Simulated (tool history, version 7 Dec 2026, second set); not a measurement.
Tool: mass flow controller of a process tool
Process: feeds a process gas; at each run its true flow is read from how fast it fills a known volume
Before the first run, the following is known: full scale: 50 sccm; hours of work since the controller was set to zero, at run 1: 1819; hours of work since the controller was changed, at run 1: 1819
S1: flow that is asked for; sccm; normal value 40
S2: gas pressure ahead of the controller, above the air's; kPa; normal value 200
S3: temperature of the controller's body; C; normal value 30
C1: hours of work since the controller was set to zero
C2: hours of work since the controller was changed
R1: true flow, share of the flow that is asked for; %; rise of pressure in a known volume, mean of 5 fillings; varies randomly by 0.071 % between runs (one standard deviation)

run 1 hour=0.0 | S1=40 S2=200 S3=30 | C1=1819 C2=1819 | R1=99.37
run 2 hour=105.2 | S1=40 S2=200 S3=30 | C1=1893 C2=1893 | R1=99.26
run 3 hour=205.3 | S1=40 S2=200 S3=30 | C1=1964 C2=1964 | R1=99.24
run 4 hour=323.3 | S1=40 S2=200 S3=30 | C1=2047 C2=2047 | R1=99.14
run 5 hour=438.2 | S1=10 S2=200 S3=30 | C1=2128 C2=2128 | R1=97.66
run 6 hour=538.1 | S1=40 S2=200 S3=30 | C1=2198 C2=2198 | R1=99.30
run 7 hour=628.5 | S1=40 S2=229 S3=30 | C1=2262 C2=2262 | R1=99.44
run 8 hour=721.9 | S1=40 S2=200 S3=30 | C1=2328 C2=2328 | R1=99.13
run 9 hour=829.3 | S1=12 S2=200 S3=30 | C1=2403 C2=2403 | R1=97.82
run 10 hour=944.8 | S1=12 S2=200 S3=30 | C1=2485 C2=2485 | R1=97.81
run 11 hour=1002.6 | S1=12 S2=200 S3=30 | C1=2526 C2=2526 | R1=97.77
-- hour=1011.2 controller's zero set anew
run 12 hour=1115.4 | S1=12 S2=200 S3=30 | C1=73 C2=2605 | R1=97.01
run 13 hour=1248.9 | S1=12 S2=200 S3=30 | C1=167 C2=2699 | R1=97.12
run 14 hour=1313.3 | S1=9 S2=200 S3=37 | C1=213 C2=2744 | R1=96.41
run 15 hour=1404.1 | S1=9 S2=200 S3=37 | C1=277 C2=2808 | R1=96.53
run 16 hour=1486.0 | S1=7 S2=185 S3=24 | C1=335 C2=2866 | R1=95.27
-- hour=1511.9 controller's zero set anew, once more
run 17 hour=1610.8 | S1=21 S2=200 S3=32 | C1=70 C2=2953 | R1=99.24
run 18 hour=1697.6 | S1=24 S2=226 S3=20 | C1=131 C2=3014 | R1=99.16
run 19 hour=1814.9 | S1=24 S2=226 S3=20 | C1=214 C2=3097 | R1=99.12
run 20 hour=1945.0 | S1=34 S2=226 S3=27 | C1=305 C2=3189 | R1=99.34
run 21 hour=2073.0 | S1=41 S2=200 S3=30 | C1=395 C2=3279 | R1=99.37
run 22 hour=2158.9 | S1=41 S2=200 S3=30 | C1=456 C2=3339 | R1=99.24
run 23 hour=2264.7 | S1=10 S2=148 S3=22 | C1=530 C2=3414 | R1=98.04
run 24 hour=2365.8 | S1=6 S2=224 S3=32 | C1=602 C2=3485 | R1=98.51
run 25 hour=2441.0 | S1=31 S2=241 S3=23 | C1=655 C2=3538 | R1=99.34
run 26 hour=2567.0 | S1=6 S2=219 S3=32 | C1=743 C2=3627 | R1=98.39

Below are 3 alternative next runs, each starting from the tool's condition after run 26. Predict each:
run A hour=2657.0 | S1=11 S2=220 S3=32 | C1=807 C2=3690 | R1=?
run B hour=2657.0 | S1=20 S2=219 S3=32 | C1=807 C2=3690 | R1=?
run C hour=2657.0 | S1=40 S2=200 S3=29 | C1=807 C2=3690 | R1=?

run=A R1=98.71
run=B R1=99.01
run=C R1=99.28
Had the tool no hidden state, the same runs would have come out as:
run=A R1=99.79
run=B R1=99.91
run=C R1=100.07
